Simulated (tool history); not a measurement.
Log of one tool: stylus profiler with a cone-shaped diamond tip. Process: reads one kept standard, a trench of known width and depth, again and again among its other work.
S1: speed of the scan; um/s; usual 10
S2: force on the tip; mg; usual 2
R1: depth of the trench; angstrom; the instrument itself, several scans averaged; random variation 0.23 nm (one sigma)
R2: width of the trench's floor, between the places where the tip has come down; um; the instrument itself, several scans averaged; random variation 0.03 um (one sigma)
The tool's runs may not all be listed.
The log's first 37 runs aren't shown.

run   hour  S1    S2       R1     R2
 38  443.1  13  1.15  10066.9  45.95
 39    456  16  1.44  10079.8  46.01
 40  472.9   3  5.77  10202.2  46.02
 41  489.9  13  3.07  10130.8  45.93
 42  506.9  18   4.8  10175.8  46.04
 43  515.9  15     2  10103.9  45.95
 44  528.4  31  1.59  10086.5  45.92
 45  542.2  31  1.59  10084.5  45.92
 46  558.9  31  1.59  10084.6  45.89
 47  565.9  33  2.27  10110.7  45.98

Forecast each of these 3 alternatives for the next run:
  A  578.1   2  3.59   ?   ?
  B  578.1  10  3.83   ?   ?
  C  578.1  10  4.57   ?   ?

run       R1     R2
  A  10153.1  45.95
  B  10155.8  45.96
  C  10168.6  45.96
Without the tool's hidden state the same runs would have given:
run       R1     R2
  A  10152.9  45.96
  B  10155.7  45.97
  C  10168.4  45.96

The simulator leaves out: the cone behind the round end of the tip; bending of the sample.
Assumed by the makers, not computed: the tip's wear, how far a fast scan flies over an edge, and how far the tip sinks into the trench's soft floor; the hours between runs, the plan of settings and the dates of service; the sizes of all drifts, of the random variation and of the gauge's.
